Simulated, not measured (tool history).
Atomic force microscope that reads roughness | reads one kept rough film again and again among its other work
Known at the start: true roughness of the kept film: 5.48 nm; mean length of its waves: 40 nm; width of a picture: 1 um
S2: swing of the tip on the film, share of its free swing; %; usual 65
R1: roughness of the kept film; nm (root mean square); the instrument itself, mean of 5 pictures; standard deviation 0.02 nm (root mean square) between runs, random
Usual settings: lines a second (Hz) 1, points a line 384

run 1 hour=0 | lines_a_second_(Hz)=1 S2=65 points_a_line=384 | R1=4.569
run 2 hour=4.4 | lines_a_second_(Hz)=1 S2=65 points_a_line=384 | R1=4.473
run 3 hour=9.9 | lines_a_second_(Hz)=1 S2=65 points_a_line=384 | R1=4.368
run 4 hour=15.9 | lines_a_second_(Hz)=1 S2=77 points_a_line=384 | R1=4.192
run 5 hour=25.6 | lines_a_second_(Hz)=1 S2=77 points_a_line=384 | R1=4.066
run 6 hour=30.7 | lines_a_second_(Hz)=1 S2=77 points_a_line=384 | R1=4
run 7 hour=36.7 | lines_a_second_(Hz)=1 S2=77 points_a_line=384 | R1=3.929
run 8 hour=41.2 | lines_a_second_(Hz)=1.05 S2=65 points_a_line=384 | R1=3.973
run 9 hour=46.5 | lines_a_second_(Hz)=1.05 S2=65 points_a_line=384 | R1=3.864
run 10 hour=57.3 | lines_a_second_(Hz)=1.05 S2=65 points_a_line=829 | R1=3.795
-- hour=61.9 new tip fitted
run 11 hour=65 | lines_a_second_(Hz)=1.05 S2=65 points_a_line=829 | R1=4.78
run 12 hour=70.2 | lines_a_second_(Hz)=1.05 S2=65 points_a_line=829 | R1=4.678
run 13 hour=75.1 | lines_a_second_(Hz)=1.05 S2=65 points_a_line=829 | R1=4.576
run 14 hour=85.4 | lines_a_second_(Hz)=1.05 S2=65 points_a_line=829 | R1=4.413
run 15 hour=92 | lines_a_second_(Hz)=1 S2=65 points_a_line=384 | R1=4.375
run 16 hour=100.4 | lines_a_second_(Hz)=1 S2=65 points_a_line=384 | R1=4.209
run 17 hour=107.1 | lines_a_second_(Hz)=1 S2=65 points_a_line=384 | R1=4.099
run 18 hour=116.3 | lines_a_second_(Hz)=1 S2=65 points_a_line=384 | R1=3.977
run 19 hour=121.7 | lines_a_second_(Hz)=1 S2=65 points_a_line=384 | R1=3.916
run 20 hour=130.2 | lines_a_second_(Hz)=1 S2=65 points_a_line=384 | R1=3.835
run 21 hour=139.3 | lines_a_second_(Hz)=1 S2=65 points_a_line=384 | R1=3.717
-- hour=142.2 new tip fitted
run 22 hour=147 | lines_a_second_(Hz)=1 S2=65 points_a_line=384 | R1=4.729
run 23 hour=156.3 | lines_a_second_(Hz)=1 S2=65 points_a_line=384 | R1=4.531
run 24 hour=165.2 | lines_a_second_(Hz)=1 S2=65 points_a_line=384 | R1=4.405
run 25 hour=170 | lines_a_second_(Hz)=1 S2=65 points_a_line=384 | R1=4.336
run 26 hour=177.6 | lines_a_second_(Hz)=1 S2=65 points_a_line=384 | R1=4.242
run 27 hour=182.9 | lines_a_second_(Hz)=1 S2=65 points_a_line=384 | R1=4.104
run 28 hour=187.8 | lines_a_second_(Hz)=1 S2=65 points_a_line=384 | R1=4.118
run 29 hour=194.4 | lines_a_second_(Hz)=1 S2=65 points_a_line=384 | R1=3.995
run 30 hour=199.2 | lines_a_second_(Hz)=1 S2=65 points_a_line=384 | R1=3.934
run 31 hour=209.7 | lines_a_second_(Hz)=1.77 S2=65 points_a_line=418 | R1=3.715
run 32 hour=219 | lines_a_second_(Hz)=3.4 S2=65 points_a_line=671 | R1=3.502
-- hour=222.4 new tip fitted
run 33 hour=229.5 | lines_a_second_(Hz)=3.8 S2=55 points_a_line=462 | R1=4.567
run 34 hour=234.5 | lines_a_second_(Hz)=1.07 S2=65 points_a_line=570 | R1=4.616
run 35 hour=242.9 | lines_a_second_(Hz)=1.07 S2=65 points_a_line=570 | R1=4.482
run 36 hour=251 | lines_a_second_(Hz)=1.3 S2=65 points_a_line=778 | R1=4.301
run 37 hour=256.3 | lines_a_second_(Hz)=1.35 S2=65 points_a_line=937 | R1=4.246
run 38 hour=264.7 | lines_a_second_(Hz)=1.51 S2=60 points_a_line=331 | R1=4.172
run 39 hour=274.7 | lines_a_second_(Hz)=1.51 S2=60 points_a_line=331 | R1=3.986
run 40 hour=279.5 | lines_a_second_(Hz)=0.54 S2=65 points_a_line=647 | R1=4.012
run 41 hour=287.9 | lines_a_second_(Hz)=1.07 S2=65 points_a_line=532 | R1=3.865
run 42 hour=294.3 | lines_a_second_(Hz)=0.8 S2=65 points_a_line=532 | R1=3.796
-- hour=302.6 new tip fitted
run 43 hour=303.5 | lines_a_second_(Hz)=2.42 S2=81 points_a_line=532 | R1=4.21
run 44 hour=309.2 | lines_a_second_(Hz)=2.42 S2=81 points_a_line=532 | R1=4.121
run 45 hour=317.1 | lines_a_second_(Hz)=2.42 S2=81 points_a_line=532 | R1=4.009
run 46 hour=324.2 | lines_a_second_(Hz)=1.69 S2=60 points_a_line=505 | R1=4.381
run 47 hour=334.7 | lines_a_second_(Hz)=1.47 S2=65 points_a_line=345 | R1=4.207
run 48 hour=340.7 | lines_a_second_(Hz)=1 S2=62 points_a_line=265 | R1=4.169
run 49 hour=349.3 | lines_a_second_(Hz)=2.87 S2=73 points_a_line=366 | R1=3.689
run 50 hour=358.9 | lines_a_second_(Hz)=2.05 S2=89 points_a_line=500 | R1=3.385
run 51 hour=366.7 | lines_a_second_(Hz)=1 S2=57 points_a_line=384 | R1=3.913
run 52 hour=374 | lines_a_second_(Hz)=1 S2=57 points_a_line=384 | R1=3.825

What if the next run were any one of these 3? Each begins from the tool's condition after run 52:
-- hour=382.6 new tip fitted
run A hour=385.1 | lines_a_second_(Hz)=2.62 S2=71 points_a_line=365 | R1=?
-- hour=382.6 new tip fitted
run B hour=385.1 | lines_a_second_(Hz)=0.66 S2=87 points_a_line=590 | R1=?
-- hour=382.6 new tip fitted
run C hour=385.1 | lines_a_second_(Hz)=0.56 S2=57 points_a_line=384 | R1=?

run=A R1=4.454
run=B R1=4.652
run=C R1=4.878
Without the tool's unlogged condition, the same runs would have read:
run=A R1=4.532
run=B R1=4.733
run=C R1=4.963
